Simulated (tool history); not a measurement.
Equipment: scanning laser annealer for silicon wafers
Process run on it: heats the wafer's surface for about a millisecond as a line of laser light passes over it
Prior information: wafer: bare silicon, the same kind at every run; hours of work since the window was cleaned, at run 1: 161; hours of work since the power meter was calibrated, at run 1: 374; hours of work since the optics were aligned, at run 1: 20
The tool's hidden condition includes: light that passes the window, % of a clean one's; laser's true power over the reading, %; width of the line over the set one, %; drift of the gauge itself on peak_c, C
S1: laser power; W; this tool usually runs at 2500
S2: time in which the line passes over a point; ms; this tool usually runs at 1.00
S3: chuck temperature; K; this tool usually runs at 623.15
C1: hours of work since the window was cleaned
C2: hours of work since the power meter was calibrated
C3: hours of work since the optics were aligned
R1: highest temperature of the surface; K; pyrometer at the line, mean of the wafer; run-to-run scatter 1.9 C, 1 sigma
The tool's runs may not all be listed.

{"run": 1, "hour": 0.0, "S1": 2500, "S2": 1.0, "S3": 623.15, "C1": 161, "C2": 374, "C3": 20, "R1": 1424.15}
{"run": 2, "hour": 33.2, "S1": 2500, "S2": 1.0, "S3": 623.15, "C1": 178, "C2": 391, "C3": 37, "R1": 1423.15}
{"run": 3, "hour": 56.7, "S1": 2500, "S2": 1.0, "S3": 623.15, "C1": 190, "C2": 402, "C3": 48, "R1": 1421.15}
{"run": 4, "hour": 87.3, "S1": 2500, "S2": 1.0, "S3": 663.15, "C1": 205, "C2": 418, "C3": 64, "R1": 1460.15}
{"run": 5, "hour": 117.5, "S1": 2500, "S2": 1.0, "S3": 623.15, "C1": 220, "C2": 433, "C3": 79, "R1": 1416.15}
{"run": 6, "hour": 137.5, "S1": 2500, "S2": 1.15, "S3": 623.15, "C1": 230, "C2": 443, "C3": 89, "R1": 1467.15}
{"run": 7, "hour": 164.4, "S1": 2500, "S2": 1.15, "S3": 623.15, "C1": 244, "C2": 457, "C3": 103, "R1": 1467.15}
{"run": 8, "hour": 187.0, "S1": 2500, "S2": 1.15, "S3": 623.15, "C1": 255, "C2": 468, "C3": 114, "R1": 1468.15}
{"run": 9, "hour": 204.0, "S1": 2415, "S2": 0.78, "S3": 623.15, "C1": 264, "C2": 477, "C3": 123, "R1": 1316.15}
{"run": 10, "hour": 218.7, "S1": 2415, "S2": 0.78, "S3": 623.15, "C1": 271, "C2": 484, "C3": 130, "R1": 1310.15}
{"run": 11, "hour": 237.3, "S1": 2343, "S2": 1.01, "S3": 618.15, "C1": 281, "C2": 494, "C3": 139, "R1": 1372.15}
{"run": 12, "hour": 264.1, "S1": 2437, "S2": 1.25, "S3": 618.15, "C1": 294, "C2": 507, "C3": 153, "R1": 1477.15}
{"run": 13, "hour": 287.9, "S1": 2437, "S2": 1.25, "S3": 618.15, "C1": 306, "C2": 519, "C3": 165, "R1": 1470.15}
{"run": 14, "hour": 315.7, "S1": 2333, "S2": 0.76, "S3": 590.15, "C1": 320, "C2": 533, "C3": 179, "R1": 1244.15}
{"run": 15, "hour": 349.2, "S1": 2748, "S2": 1.21, "S3": 619.15, "C1": 337, "C2": 550, "C3": 196, "R1": 1560.15}

Alternative continuations, all from the tool just after run 15; predict every row:
{"run": "A", "hour": 364.5, "S1": 2520, "S2": 0.72, "S3": 645.15, "C1": 345, "C2": 558, "C3": 204, "R1": "?"}
{"run": "B", "hour": 364.5, "S1": 2613, "S2": 0.92, "S3": 617.15, "C1": 345, "C2": 558, "C3": 204, "R1": "?"}
{"run": "C", "hour": 364.5, "S1": 2500, "S2": 0.73, "S3": 650.15, "C1": 345, "C2": 558, "C3": 204, "R1": "?"}

run=A R1=1333.15
run=B R1=1413.15
run=C R1=1339.15
Stripped of hidden state, with their random variation kept, the same runs would have yielded:
run=A R1=1346.15
run=B R1=1428.15
run=C R1=1352.15
